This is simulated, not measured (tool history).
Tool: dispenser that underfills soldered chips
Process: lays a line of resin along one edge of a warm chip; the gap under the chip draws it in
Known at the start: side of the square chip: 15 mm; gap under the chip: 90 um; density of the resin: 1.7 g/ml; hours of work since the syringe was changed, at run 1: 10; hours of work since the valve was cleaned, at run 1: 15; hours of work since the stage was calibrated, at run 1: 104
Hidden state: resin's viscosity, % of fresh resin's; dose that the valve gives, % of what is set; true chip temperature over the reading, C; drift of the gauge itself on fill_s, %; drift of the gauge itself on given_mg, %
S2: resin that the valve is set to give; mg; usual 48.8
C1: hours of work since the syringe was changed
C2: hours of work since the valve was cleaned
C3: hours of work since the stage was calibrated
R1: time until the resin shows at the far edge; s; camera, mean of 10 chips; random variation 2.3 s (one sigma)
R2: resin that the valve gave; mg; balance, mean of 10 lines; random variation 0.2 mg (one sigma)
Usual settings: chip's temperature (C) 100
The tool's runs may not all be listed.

Run 1, hour 0: usual settings; C1 10; C2 15; C3 104. Result: R1 460.2 s, R2 48.05 mg.
At hour 1.3: new syringe of resin.
Run 2, hour 3.7: usual settings; C1 2; C2 17; C3 107. Result: R1 262 s, R2 48.17 mg.
Run 3, hour 8.1: usual settings but chip's temperature (C) 96; C1 5; C2 21; C3 110. Result: R1 394.9 s, R2 47.89 mg.
Run 4, hour 12.6: usual settings but chip's temperature (C) 96; C1 9; C2 24; C3 114. Result: R1 502.3 s, R2 47.7 mg.
At hour 14.9: new syringe of resin.
Run 5, hour 16.2: usual settings but chip's temperature (C) 96; C1 1; C2 27; C3 116. Result: R1 282.9 s, R2 47.12 mg.
Run 6, hour 18.9: usual settings but chip's temperature (C) 96; C1 3; C2 29; C3 118. Result: R1 333.5 s, R2 47.5 mg.
Run 7, hour 23.4: usual settings but chip's temperature (C) 96; C1 7; C2 32; C3 122. Result: R1 431.4 s, R2 47.15 mg.
Run 8, hour 28.1: usual settings but chip's temperature (C) 106; C1 10; C2 36; C3 125. Result: R1 400.7 s, R2 47.12 mg.
At hour 28.6: new syringe of resin.
Run 9, hour 33.3: usual settings but chip's temperature (C) 106; C1 4; C2 40; C3 129. Result: R1 243.1 s, R2 46.56 mg.
Run 10, hour 37.5: usual settings; C1 7; C2 43; C3 132. Result: R1 376.6 s, R2 47.09 mg.
At hour 42.3: new syringe of resin.
Run 11, hour 42.7: usual settings; C1 0; C2 46; C3 136. Result: R1 235.8 s, R2 46.65 mg.
Run 12, hour 46.8: usual settings but S2 51.6 mg; C1 3; C2 50; C3 139. Result: R1 292.8 s, R2 48.82 mg.
Run 13, hour 50.9: usual settings but S2 51.6 mg; C1 7; C2 53; C3 142. Result: R1 370.8 s, R2 49 mg.
Run 14, hour 55.2: usual settings; C1 10; C2 56; C3 146. Result: R1 484.1 s, R2 46.31 mg.
At hour 55.9: new syringe of resin.
Run 15, hour 58.9: usual settings but chip's temperature (C) 102, S2 57.2 mg; C1 2; C2 59; C3 148. Result: R1 249 s, R2 53.8 mg.
Run 16, hour 62.6: usual settings but chip's temperature (C) 102, S2 57.2 mg; C1 5; C2 62; C3 151. Result: R1 295.7 s, R2 53.41 mg.
Run 17, hour 65.2: usual settings but chip's temperature (C) 102, S2 57.2 mg; C1 7; C2 63; C3 153. Result: R1 356.8 s, R2 53.38 mg.
At hour 69.6: new syringe of resin.
Run 18, hour 70.1: usual settings but chip's temperature (C) 102, S2 57.2 mg; C1 0; C2 67; C3 157. Result: R1 217.2 s, R2 53.53 mg.
Run 19, hour 74.4: usual settings but chip's temperature (C) 102, S2 58.4 mg; C1 4; C2 70; C3 160. Result: R1 277.7 s, R2 54.45 mg.
At hour 75.9: dispensing valve cleaned and set on the balance.
Run 20, hour 78.9: usual settings but chip's temperature (C) 106, S2 51.8 mg; C1 6; C2 2; C3 163. Result: R1 292.2 s, R2 51.71 mg.
Run 21, hour 82.5: usual settings but chip's temperature (C) 115, S2 63 mg; C1 9; C2 5; C3 165. Result: R1 269.4 s, R2 62.83 mg.
At hour 84.4: new syringe of resin.
Run 22, hour 86.8: usual settings but chip's temperature (C) 87, S2 54 mg; C1 2; C2 8; C3 168. Result: R1 410.4 s, R2 53.72 mg.
Run 23, hour 89.5: usual settings but chip's temperature (C) 87, S2 54 mg; C1 4; C2 10; C3 171. Result: R1 472.3 s, R2 53.39 mg.
Run 24, hour 93.9: usual settings but chip's temperature (C) 85; C1 7; C2 14; C3 174. Result: R1 672.2 s, R2 47.98 mg.
Run 25, hour 97.5: usual settings but chip's temperature (C) 85; C1 10; C2 16; C3 177. Result: R1 832.5 s, R2 47.52 mg.
At hour 98.5: new syringe of resin.
Run 26, hour 102.6: usual settings but chip's temperature (C) 85; C1 3; C2 20; C3 180. Result: R1 490 s, R2 47.84 mg.
Run 27, hour 105.4: usual settings but chip's temperature (C) 85; C1 5; C2 22; C3 183. Result: R1 582.3 s, R2 47.87 mg.

Some steps in R1 between neighbouring runs. How much of each would the tool show without its hidden state too (settings, what came in, random variation), and how much is left for the hidden state, with any gauge scatter that isn't in both results?
Run 4 -> 5: new syringe of resin. R1 -219.4 s: hidden state -219.8, all else +0.4.
Run 14 -> 15: chip's temperature (C) 100 -> 102, S2 48.8 -> 57.2, new syringe of resin. R1 -235.1 s: hidden state -213.6, all else -21.5.
Run 25 -> 26: new syringe of resin. R1 -342.5 s: hidden state -332.4, all else -10.1.
